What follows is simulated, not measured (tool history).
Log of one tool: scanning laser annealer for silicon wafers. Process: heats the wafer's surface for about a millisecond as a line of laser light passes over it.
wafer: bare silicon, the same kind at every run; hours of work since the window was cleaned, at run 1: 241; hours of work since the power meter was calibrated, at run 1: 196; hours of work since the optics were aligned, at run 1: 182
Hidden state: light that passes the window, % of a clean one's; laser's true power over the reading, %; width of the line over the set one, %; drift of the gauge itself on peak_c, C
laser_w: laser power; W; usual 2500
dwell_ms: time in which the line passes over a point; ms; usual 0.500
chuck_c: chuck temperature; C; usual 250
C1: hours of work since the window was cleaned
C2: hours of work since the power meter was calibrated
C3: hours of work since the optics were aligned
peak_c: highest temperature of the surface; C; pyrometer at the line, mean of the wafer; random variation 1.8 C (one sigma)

{"run": 1, "hour": 0.0, "laser_w": 2500, "dwell_ms": 0.5, "chuck_c": 250, "C1": 241, "C2": 196, "C3": 182, "peak_c": 932}
{"run": 2, "hour": 11.2, "laser_w": 2500, "dwell_ms": 0.5, "chuck_c": 250, "C1": 249, "C2": 204, "C3": 190, "peak_c": 929}
{"run": 3, "hour": 19.0, "laser_w": 2500, "dwell_ms": 0.5, "chuck_c": 250, "C1": 255, "C2": 210, "C3": 196, "peak_c": 935}
{"run": 4, "hour": 27.0, "laser_w": 2500, "dwell_ms": 0.5, "chuck_c": 250, "C1": 261, "C2": 216, "C3": 202, "peak_c": 929}
{"run": 5, "hour": 33.3, "laser_w": 2500, "dwell_ms": 0.5, "chuck_c": 250, "C1": 265, "C2": 220, "C3": 206, "peak_c": 931}
{"run": 6, "hour": 40.7, "laser_w": 2260, "dwell_ms": 0.5, "chuck_c": 250, "C1": 270, "C2": 225, "C3": 211, "peak_c": 859}
{"run": 7, "hour": 52.1, "laser_w": 2260, "dwell_ms": 0.5, "chuck_c": 250, "C1": 279, "C2": 233, "C3": 219, "peak_c": 863}
{"run": 8, "hour": 62.0, "laser_w": 2258, "dwell_ms": 0.5, "chuck_c": 250, "C1": 286, "C2": 240, "C3": 226, "peak_c": 860}
{"run": 9, "hour": 72.5, "laser_w": 2258, "dwell_ms": 0.5, "chuck_c": 250, "C1": 293, "C2": 248, "C3": 234, "peak_c": 859}
{"run": 10, "hour": 81.7, "laser_w": 2500, "dwell_ms": 0.5, "chuck_c": 250, "C1": 300, "C2": 255, "C3": 240, "peak_c": 925}
{"run": 11, "hour": 87.1, "laser_w": 2500, "dwell_ms": 0.5, "chuck_c": 250, "C1": 304, "C2": 258, "C3": 244, "peak_c": 929}
{"run": 12, "hour": 97.6, "laser_w": 2500, "dwell_ms": 0.5, "chuck_c": 250, "C1": 311, "C2": 266, "C3": 252, "peak_c": 929}
{"run": 13, "hour": 103.1, "laser_w": 2500, "dwell_ms": 0.5, "chuck_c": 250, "C1": 315, "C2": 270, "C3": 256, "peak_c": 927}
{"run": 14, "hour": 108.1, "laser_w": 2500, "dwell_ms": 0.5, "chuck_c": 250, "C1": 319, "C2": 273, "C3": 259, "peak_c": 927}
{"run": 15, "hour": 117.5, "laser_w": 2500, "dwell_ms": 0.5, "chuck_c": 214, "C1": 325, "C2": 280, "C3": 266, "peak_c": 886}
{"run": 16, "hour": 125.2, "laser_w": 2500, "dwell_ms": 0.5, "chuck_c": 283, "C1": 331, "C2": 286, "C3": 272, "peak_c": 954}
{"run": 17, "hour": 137.2, "laser_w": 2500, "dwell_ms": 0.5, "chuck_c": 283, "C1": 339, "C2": 294, "C3": 280, "peak_c": 957}
{"run": 18, "hour": 143.5, "laser_w": 2500, "dwell_ms": 0.5, "chuck_c": 283, "C1": 344, "C2": 299, "C3": 285, "peak_c": 954}
{"run": 19, "hour": 155.3, "laser_w": 2437, "dwell_ms": 0.5, "chuck_c": 250, "C1": 352, "C2": 307, "C3": 293, "peak_c": 907}
{"run": 20, "hour": 161.5, "laser_w": 2437, "dwell_ms": 0.5, "chuck_c": 250, "C1": 357, "C2": 312, "C3": 297, "peak_c": 906}
{"run": 21, "hour": 168.0, "laser_w": 2437, "dwell_ms": 0.365, "chuck_c": 260, "C1": 361, "C2": 316, "C3": 302, "peak_c": 824}
{"run": 22, "hour": 178.3, "laser_w": 2437, "dwell_ms": 0.365, "chuck_c": 260, "C1": 369, "C2": 323, "C3": 309, "peak_c": 824}
{"run": 23, "hour": 183.5, "laser_w": 2500, "dwell_ms": 0.459, "chuck_c": 277, "C1": 372, "C2": 327, "C3": 313, "peak_c": 922}
{"run": 24, "hour": 192.9, "laser_w": 2573, "dwell_ms": 0.5, "chuck_c": 220, "C1": 379, "C2": 334, "C3": 320, "peak_c": 913}
{"run": 25, "hour": 205.0, "laser_w": 2500, "dwell_ms": 0.508, "chuck_c": 236, "C1": 388, "C2": 342, "C3": 328, "peak_c": 912}
{"run": 26, "hour": 212.9, "laser_w": 2408, "dwell_ms": 0.43, "chuck_c": 285, "C1": 393, "C2": 348, "C3": 334, "peak_c": 886}
{"hour": 221.4, "done": "window over the wafer cleaned"}
{"run": 27, "hour": 225.7, "laser_w": 2408, "dwell_ms": 0.43, "chuck_c": 285, "C1": 3, "C2": 356, "C3": 342, "peak_c": 909}
{"run": 28, "hour": 231.9, "laser_w": 2351, "dwell_ms": 0.5, "chuck_c": 264, "C1": 8, "C2": 360, "C3": 346, "peak_c": 913}
{"run": 29, "hour": 241.6, "laser_w": 2500, "dwell_ms": 0.5, "chuck_c": 289, "C1": 14, "C2": 367, "C3": 353, "peak_c": 983}
{"run": 30, "hour": 250.7, "laser_w": 2430, "dwell_ms": 0.505, "chuck_c": 261, "C1": 21, "C2": 374, "C3": 360, "peak_c": 938}
{"run": 31, "hour": 260.6, "laser_w": 2716, "dwell_ms": 0.356, "chuck_c": 265, "C1": 28, "C2": 381, "C3": 367, "peak_c": 909}
{"run": 32, "hour": 268.7, "laser_w": 2630, "dwell_ms": 0.5, "chuck_c": 219, "C1": 34, "C2": 387, "C3": 372, "peak_c": 949}
{"run": 33, "hour": 275.7, "laser_w": 2327, "dwell_ms": 0.455, "chuck_c": 284, "C1": 39, "C2": 391, "C3": 377, "peak_c": 896}
{"run": 34, "hour": 287.5, "laser_w": 2500, "dwell_ms": 0.466, "chuck_c": 236, "C1": 47, "C2": 400, "C3": 386, "peak_c": 903}
{"run": 35, "hour": 296.6, "laser_w": 2313, "dwell_ms": 0.526, "chuck_c": 250, "C1": 54, "C2": 406, "C3": 392, "peak_c": 900}
{"run": 36, "hour": 301.7, "laser_w": 2313, "dwell_ms": 0.526, "chuck_c": 250, "C1": 57, "C2": 410, "C3": 396, "peak_c": 898}
{"run": 37, "hour": 311.4, "laser_w": 2313, "dwell_ms": 0.526, "chuck_c": 250, "C1": 64, "C2": 417, "C3": 403, "peak_c": 903}
{"run": 38, "hour": 318.0, "laser_w": 2500, "dwell_ms": 0.432, "chuck_c": 282, "C1": 69, "C2": 422, "C3": 408, "peak_c": 925}
{"run": 39, "hour": 324.4, "laser_w": 2164, "dwell_ms": 0.48, "chuck_c": 282, "C1": 74, "C2": 426, "C3": 412, "peak_c": 861}
{"run": 40, "hour": 330.9, "laser_w": 2209, "dwell_ms": 0.404, "chuck_c": 250, "C1": 78, "C2": 431, "C3": 417, "peak_c": 795}

Forecast each of these 5 alternatives for the next run:
{"run": "A", "hour": 338.9, "laser_w": 2500, "dwell_ms": 0.5, "chuck_c": 253, "C1": 84, "C2": 437, "C3": 423, "peak_c": "?"}
{"run": "B", "hour": 338.9, "laser_w": 2463, "dwell_ms": 0.416, "chuck_c": 244, "C1": 84, "C2": 437, "C3": 423, "peak_c": "?"}
{"run": "C", "hour": 338.9, "laser_w": 2292, "dwell_ms": 0.584, "chuck_c": 250, "C1": 84, "C2": 437, "C3": 423, "peak_c": "?"}
{"run": "D", "hour": 338.9, "laser_w": 2441, "dwell_ms": 0.527, "chuck_c": 217, "C1": 84, "C2": 437, "C3": 423, "peak_c": "?"}
{"run": "E", "hour": 338.9, "laser_w": 2209, "dwell_ms": 0.599, "chuck_c": 250, "C1": 84, "C2": 437, "C3": 423, "peak_c": "?"}

run=A peak_c=938
run=B peak_c=865
run=C peak_c=926
run=D peak_c=906
run=E peak_c=908
Without the tool's hidden state the same runs would have given:
run=A peak_c=951
run=B peak_c=876
run=C peak_c=939
run=D peak_c=919
run=E peak_c=920
